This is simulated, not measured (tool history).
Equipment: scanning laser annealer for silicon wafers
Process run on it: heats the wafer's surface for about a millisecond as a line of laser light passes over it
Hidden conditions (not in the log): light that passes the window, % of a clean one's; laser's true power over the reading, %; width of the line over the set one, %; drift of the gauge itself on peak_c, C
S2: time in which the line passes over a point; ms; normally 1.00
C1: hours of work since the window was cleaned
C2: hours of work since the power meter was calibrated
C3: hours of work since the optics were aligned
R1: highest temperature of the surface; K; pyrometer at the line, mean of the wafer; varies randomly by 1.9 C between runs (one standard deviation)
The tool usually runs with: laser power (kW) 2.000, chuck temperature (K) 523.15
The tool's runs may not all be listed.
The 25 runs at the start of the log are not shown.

run 26 hour=1173.5 | laser_power_(kW)=1.948 S2=0.79 chuck_temperature_(K)=558.15 | C1=250 C2=1710 C3=630 | R1=1284.15
run 27 hour=1227.7 | laser_power_(kW)=1.772 S2=1.21 chuck_temperature_(K)=513.15 | C1=279 C2=1739 C3=659 | R1=1307.15
run 28 hour=1277.3 | laser_power_(kW)=2.095 S2=0.85 chuck_temperature_(K)=513.15 | C1=306 C2=1766 C3=686 | R1=1336.15
run 29 hour=1313.4 | laser_power_(kW)=2.095 S2=0.85 chuck_temperature_(K)=513.15 | C1=325 C2=1785 C3=705 | R1=1338.15
run 30 hour=1373.4 | laser_power_(kW)=2.046 S2=1.00 chuck_temperature_(K)=525.15 | C1=357 C2=1817 C3=737 | R1=1391.15
run 31 hour=1400.6 | laser_power_(kW)=2.200 S2=0.87 chuck_temperature_(K)=534.15 | C1=372 C2=1832 C3=752 | R1=1422.15
run 32 hour=1448.0 | laser_power_(kW)=2.145 S2=1.00 chuck_temperature_(K)=523.15 | C1=398 C2=1858 C3=777 | R1=1443.15
-- hour=1489.0 window over the wafer cleaned
run 33 hour=1514.2 | laser_power_(kW)=1.847 S2=0.93 chuck_temperature_(K)=518.15 | C1=14 C2=1892 C3=812 | R1=1252.15
run 34 hour=1558.1 | laser_power_(kW)=2.031 S2=0.82 chuck_temperature_(K)=486.15 | C1=37 C2=1916 C3=835 | R1=1264.15
run 35 hour=1610.9 | laser_power_(kW)=2.031 S2=0.82 chuck_temperature_(K)=486.15 | C1=66 C2=1944 C3=864 | R1=1265.15
run 36 hour=1638.7 | laser_power_(kW)=2.056 S2=0.96 chuck_temperature_(K)=497.15 | C1=80 C2=1959 C3=879 | R1=1353.15
run 37 hour=1696.5 | laser_power_(kW)=1.838 S2=1.00 chuck_temperature_(K)=523.15 | C1=112 C2=1990 C3=910 | R1=1280.15
-- hour=1710.1 optics aligned, line set to its width
run 38 hour=1765.2 | laser_power_(kW)=1.838 S2=1.00 chuck_temperature_(K)=523.15 | C1=146 C2=2024 C3=30 | R1=1283.15
run 39 hour=1812.9 | laser_power_(kW)=1.838 S2=1.00 chuck_temperature_(K)=523.15 | C1=171 C2=2050 C3=55 | R1=1283.15
run 40 hour=1868.6 | laser_power_(kW)=1.945 S2=0.99 chuck_temperature_(K)=523.15 | C1=201 C2=2080 C3=85 | R1=1333.15

Here are 3 independent what-if runs from the current tool condition. What would each one return?
run A hour=1896.5 | laser_power_(kW)=1.978 S2=1.00 chuck_temperature_(K)=523.15 | C1=216 C2=2095 C3=100 | R1=?
run B hour=1896.5 | laser_power_(kW)=2.012 S2=0.93 chuck_temperature_(K)=498.15 | C1=216 C2=2095 C3=100 | R1=?
run C hour=1896.5 | laser_power_(kW)=2.000 S2=1.00 chuck_temperature_(K)=491.15 | C1=216 C2=2095 C3=100 | R1=?

run=A R1=1353.15
run=B R1=1317.15
run=C R1=1333.15
The same runs, with their run-to-run variation unchanged, on a tool lacking any hidden condition would have given:
run=A R1=1353.15
run=B R1=1317.15
run=C R1=1334.15
